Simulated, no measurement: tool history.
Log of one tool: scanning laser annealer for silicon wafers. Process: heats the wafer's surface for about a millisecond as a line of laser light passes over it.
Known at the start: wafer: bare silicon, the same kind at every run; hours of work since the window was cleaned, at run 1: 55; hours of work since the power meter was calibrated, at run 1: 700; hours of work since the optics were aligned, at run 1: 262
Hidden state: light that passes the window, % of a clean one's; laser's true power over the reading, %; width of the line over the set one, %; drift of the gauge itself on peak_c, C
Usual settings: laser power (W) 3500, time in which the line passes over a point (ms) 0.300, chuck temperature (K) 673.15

run   hour  laser power (W)  time in which the line passes over a point (ms)  chuck temperature (K)  hours of work since the window was cleaned  hours of work since the power meter was calibrated  hours of work since the optics were aligned  highest temperature of the surface (K)
  1    0.0             3500                                            0.300                 673.15                                          55                                                 700                                          262                                 1384.15
  2   32.5             3500                                            0.300                 673.15                                          79                                                 724                                          286                                 1386.15
  3   62.5             3500                                            0.300                 673.15                                         101                                                 746                                          308                                 1383.15
  4   84.7             3500                                            0.300                 673.15                                         117                                                 763                                          325                                 1380.15
  5  121.1             3500                                            0.300                 673.15                                         144                                                 790                                          352                                 1376.15
  6  146.4             3500                                            0.300                 673.15                                         163                                                 808                                          370                                 1376.15
  7  166.1             3500                                            0.300                 673.15                                         178                                                 823                                          385                                 1372.15
  8  188.6             3500                                            0.300                 673.15                                         194                                                 840                                          402                                 1372.15
  9  211.7             3500                                            0.300                 673.15                                         211                                                 857                                          419                                 1373.15
 10  238.3             3500                                            0.300                 673.15                                         231                                                 877                                          438                                 1369.15
 11  258.2             3500                                            0.300                 673.15                                         246                                                 891                                          453                                 1370.15
 12  294.8             3500                                            0.283                 673.15                                         273                                                 918                                          480                                 1346.15
 13  311.6             3500                                            0.235                 673.15                                         285                                                 931                                          493                                 1279.15
 14  336.0             3500                                            0.297                 673.15                                         303                                                 949                                          511                                 1360.15
 15  352.6             3425                                            0.297                 673.15                                         316                                                 961                                          523                                 1342.15
 16  374.3             3425                                            0.297                 673.15                                         332                                                 977                                          539                                 1340.15
 17  390.9             3425                                            0.297                 673.15                                         344                                                 989                                          551                                 1339.15
 18  415.2             3199                                            0.300                 673.15                                         362                                                1007                                          569                                 1283.15
 19  447.4             3500                                            0.300                 675.15                                         386                                                1031                                          593                                 1362.15
 20  481.3             3500                                            0.300                 648.15                                         411                                                1056                                          618                                 1333.15
 21  509.5             3500                                            0.300                 648.15                                         432                                                1077                                          639                                 1329.15
     514.0  -- window over the wafer cleaned
 22  530.3             3657                                            0.250                 673.15                                          12                                                1091                                          653                                 1312.15
 23  552.4             3121                                            0.350                 649.15                                          28                                                1108                                          669                                 1273.15
 24  585.8             3212                                            0.298                 673.15                                          53                                                1132                                          694                                 1263.15
 25  614.9             3212                                            0.298                 673.15                                          75                                                1154                                          716                                 1259.15
 26  638.0             3139                                            0.298                 648.15                                          92                                                1171                                          733                                 1216.15
     642.3  -- window over the wafer cleaned, once more
 27  670.8             3430                                            0.291                 669.15                                          21                                                1194                                          756                                 1335.15
 28  691.0             3692                                            0.291                 669.15                                          36                                                1209                                          771                                 1401.15
 29  717.1             3794                                            0.346                 673.15                                          55                                                1228                                          790                                 1505.15
 30  733.1             3414                                            0.346                 684.15                                          67                                                1240                                          802                                 1412.15
     744.7  -- optics aligned, line set to its width
 31  753.6             3278                                            0.346                 684.15                                          79                                                1251                                            7                                 1392.15
 32  786.4             3278                                            0.369                 667.15                                         103                                                1276                                           31                                 1395.15
 33  820.7             3278                                            0.369                 667.15                                         128                                                1301                                           56                                 1389.15
 34  844.9             3278                                            0.369                 667.15                                         146                                                1319                                           74                                 1389.15
 35  874.0             3324                                            0.229                 640.15                                         168                                                1340                                           96                                 1208.15
 36  901.7             3324                                            0.366                 640.15                                         188                                                1361                                          116                                 1370.15
 37  921.7             3324                                            0.366                 640.15                                         203                                                1376                                          131                                 1368.15
 38  946.0             3324                                            0.366                 640.15                                         221                                                1394                                          149                                 1368.15
 39  963.7             3055                                            0.351                 682.15                                         234                                                1407                                          162                                 1321.15
 40  979.9             3725                                            0.223                 673.15                                         246                                                1419                                          174                                 1317.15

How the hidden state differs across the entries between the runs, from the last listed run before each to the first after it:
Between runs 21 and 22: window over the wafer cleaned (hour 514.0)
  light that passes the window, % of a clean one's: 97.35 -> 95.75; laser's true power over the reading, %: -0.7 -> -0.71; width of the line over the set one, %: 3.25 -> 3.32
  measured less the result without the state, highest temperature of the surface (K): -48.00 -> -61.00
Between runs 26 and 27: window over the wafer cleaned, once more (hour 642.3)
  light that passes the window, % of a clean one's: 95.26 -> 99.61; laser's true power over the reading, %: -0.75 -> -0.76; width of the line over the set one, %: 3.75 -> 3.88
  measured less the result without the state, highest temperature of the surface (K): -61.00 -> -31.00
Between runs 30 and 31: optics aligned, line set to its width (hour 744.7)
  light that passes the window, % of a clean one's: 99.34 -> 99.27; laser's true power over the reading, %: -0.79 -> -0.8; width of the line over the set one, %: 4.13 -> 0.32
  measured less the result without the state, highest temperature of the surface (K): -37.00 -> -16.00
